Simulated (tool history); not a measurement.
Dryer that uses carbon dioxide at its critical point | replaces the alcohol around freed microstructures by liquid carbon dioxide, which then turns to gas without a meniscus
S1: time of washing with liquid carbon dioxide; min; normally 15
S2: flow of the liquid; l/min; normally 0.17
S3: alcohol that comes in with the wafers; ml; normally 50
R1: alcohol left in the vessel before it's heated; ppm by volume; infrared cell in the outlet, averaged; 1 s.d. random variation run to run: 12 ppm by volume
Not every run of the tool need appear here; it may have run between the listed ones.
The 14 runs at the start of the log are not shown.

{"run": 15, "day": 8.108, "S1": 19, "S2": 0.195, "S3": 50, "R1": 259}
{"run": 16, "day": 8.858, "S1": 15, "S2": 0.17, "S3": 97, "R1": 1833}
{"run": 17, "day": 9.342, "S1": 15, "S2": 0.17, "S3": 97, "R1": 1800}
{"run": 18, "day": 10.083, "S1": 23, "S2": 0.17, "S3": 97, "R1": 304}
{"run": 19, "day": 10.746, "S1": 23, "S2": 0.17, "S3": 97, "R1": 312}
{"run": 20, "day": 11.479, "S1": 15, "S2": 0.17, "S3": 50, "R1": 1061}
{"run": 21, "day": 12.221, "S1": 15, "S2": 0.262, "S3": 50, "R1": 267}
{"run": 22, "day": 12.646, "S1": 15, "S2": 0.262, "S3": 50, "R1": 269}
{"run": 23, "day": 13.442, "S1": 22, "S2": 0.237, "S3": 20, "R1": 215}
{"run": 24, "day": 14.275, "S1": 22, "S2": 0.237, "S3": 20, "R1": 217}
{"run": 25, "day": 15.108, "S1": 20, "S2": 0.205, "S3": 37, "R1": 261}
{"run": 26, "day": 15.604, "S1": 12, "S2": 0.17, "S3": 23, "R1": 1258}
{"run": 27, "day": 16.467, "S1": 15, "S2": 0.275, "S3": 50, "R1": 296}
{"run": 28, "day": 16.912, "S1": 15, "S2": 0.275, "S3": 50, "R1": 287}
{"run": 29, "day": 17.7, "S1": 17, "S2": 0.124, "S3": 56, "R1": 2678}
{"run": 30, "day": 18.212, "S1": 17, "S2": 0.124, "S3": 56, "R1": 2593}
{"run": 31, "day": 18.771, "S1": 9, "S2": 0.118, "S3": 50, "R1": 14640}
{"run": 32, "day": 19.321, "S1": 15, "S2": 0.17, "S3": 102, "R1": 2104}
{"run": 33, "day": 19.842, "S1": 15, "S2": 0.17, "S3": 102, "R1": 2159}
{"run": 34, "day": 20.633, "S1": 15, "S2": 0.17, "S3": 35, "R1": 928}
{"run": 35, "day": 21.067, "S1": 13, "S2": 0.159, "S3": 44, "R1": 2258}
{"day": 21.6, "done": "purifier's bed changed"}
{"run": 36, "day": 21.783, "S1": 13, "S2": 0.159, "S3": 44, "R1": 2007}
{"run": 37, "day": 22.446, "S1": 18, "S2": 0.159, "S3": 93, "R1": 997}
{"run": 38, "day": 23.104, "S1": 15, "S2": 0.263, "S3": 98, "R1": 153}
{"run": 39, "day": 23.875, "S1": 15, "S2": 0.263, "S3": 98, "R1": 169}

What if the next run were any one of these 3? Each begins from the tool's condition after run 39:
{"run": "A", "day": 24.442, "S1": 11, "S2": 0.195, "S3": 34, "R1": "?"}
{"run": "B", "day": 24.442, "S1": 15, "S2": 0.178, "S3": 98, "R1": "?"}
{"run": "C", "day": 24.442, "S1": 21, "S2": 0.189, "S3": 25, "R1": "?"}

run=A R1=1348
run=B R1=1482
run=C R1=59
With the hidden condition removed and each run's random variation left untouched, the same runs would have given:
run=A R1=1052
run=B R1=1101
run=C R1=23
